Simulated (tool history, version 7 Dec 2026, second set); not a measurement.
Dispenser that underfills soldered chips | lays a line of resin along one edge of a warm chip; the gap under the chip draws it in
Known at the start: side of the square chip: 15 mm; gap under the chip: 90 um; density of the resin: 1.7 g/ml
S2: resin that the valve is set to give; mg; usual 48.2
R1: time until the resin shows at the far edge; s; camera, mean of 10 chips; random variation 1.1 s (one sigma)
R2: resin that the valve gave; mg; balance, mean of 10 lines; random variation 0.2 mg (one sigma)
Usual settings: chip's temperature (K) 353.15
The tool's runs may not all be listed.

{"run": 1, "day": 0.0, "chip's temperature (K)": 353.15, "S2": 48.2, "R1": 140.6, "R2": 46.31}
{"day": 0.171, "done": "new syringe of resin"}
{"run": 2, "day": 0.417, "chip's temperature (K)": 353.15, "S2": 48.2, "R1": 126.9, "R2": 45.36}
{"run": 3, "day": 0.592, "chip's temperature (K)": 353.15, "S2": 48.2, "R1": 137.7, "R2": 45.98}
{"day": 0.721, "done": "new syringe of resin"}
{"run": 4, "day": 0.817, "chip's temperature (K)": 353.15, "S2": 55, "R1": 115, "R2": 51.69}
{"run": 5, "day": 1.021, "chip's temperature (K)": 353.15, "S2": 48.2, "R1": 131.3, "R2": 45.46}
{"day": 1.292, "done": "new syringe of resin"}
{"run": 6, "day": 1.292, "chip's temperature (K)": 362.15, "S2": 48.2, "R1": 77, "R2": 45.75}
{"run": 7, "day": 1.588, "chip's temperature (K)": 362.15, "S2": 48.2, "R1": 88, "R2": 45.51}
{"day": 1.854, "done": "new syringe of resin"}
{"run": 8, "day": 1.862, "chip's temperature (K)": 362.15, "S2": 48.2, "R1": 77.9, "R2": 45.19}
{"run": 9, "day": 2.246, "chip's temperature (K)": 353.15, "S2": 48.2, "R1": 136.3, "R2": 44.81}
{"day": 2.404, "done": "new syringe of resin"}
{"day": 2.558, "done": "dispensing valve cleaned and set on the balance"}
{"run": 10, "day": 2.579, "chip's temperature (K)": 353.15, "S2": 48.2, "R1": 117.4, "R2": 48.03}
{"run": 11, "day": 2.783, "chip's temperature (K)": 353.15, "S2": 48.2, "R1": 129.6, "R2": 48.28}
{"day": 3.012, "done": "new syringe of resin"}
{"run": 12, "day": 3.046, "chip's temperature (K)": 353.15, "S2": 48.2, "R1": 113.3, "R2": 47.74}
{"run": 13, "day": 3.429, "chip's temperature (K)": 353.15, "S2": 48.2, "R1": 141.2, "R2": 47.95}
{"day": 3.575, "done": "new syringe of resin"}
{"run": 14, "day": 3.704, "chip's temperature (K)": 345.15, "S2": 42.9, "R1": 178.9, "R2": 42.37}
{"day": 4.142, "done": "new syringe of resin"}
{"run": 15, "day": 4.142, "chip's temperature (K)": 348.15, "S2": 47, "R1": 140, "R2": 45.9}
{"run": 16, "day": 4.438, "chip's temperature (K)": 342.15, "S2": 61.2, "R1": 209.4, "R2": 59.74}
{"day": 4.704, "done": "new syringe of resin"}
{"run": 17, "day": 4.754, "chip's temperature (K)": 348.15, "S2": 62.1, "R1": 136.7, "R2": 60.45}
{"run": 18, "day": 5.033, "chip's temperature (K)": 348.15, "S2": 62.1, "R1": 158.8, "R2": 60.31}
{"day": 5.258, "done": "new syringe of resin"}
{"run": 19, "day": 5.321, "chip's temperature (K)": 348.15, "S2": 57.6, "R1": 140.3, "R2": 55.61}
{"run": 20, "day": 5.508, "chip's temperature (K)": 358.15, "S2": 45.7, "R1": 103.2, "R2": 44.25}
{"day": 5.817, "done": "new syringe of resin"}
{"run": 21, "day": 5.896, "chip's temperature (K)": 353.15, "S2": 41.8, "R1": 121.8, "R2": 40.44}
{"run": 22, "day": 6.196, "chip's temperature (K)": 364.15, "S2": 62.1, "R1": 83.1, "R2": 59.55}
{"day": 6.388, "done": "new syringe of resin"}
{"run": 23, "day": 6.579, "chip's temperature (K)": 364.15, "S2": 62.1, "R1": 74.9, "R2": 59.57}
{"run": 24, "day": 6.808, "chip's temperature (K)": 360.15, "S2": 44, "R1": 105.2, "R2": 41.83}

Run 25 comes next. What will it give?
{"day": 6.942, "done": "new syringe of resin"}
{"run": 25, "day": 7.138, "chip's temperature (K)": 340.15, "S2": 49.5, "R1": "?", "R2": "?"}

R1: 224.3 s
R2: 46.77 mg
Without the tool's hidden state the same run would have given R1 191.9 s, R2 49.3 mg.
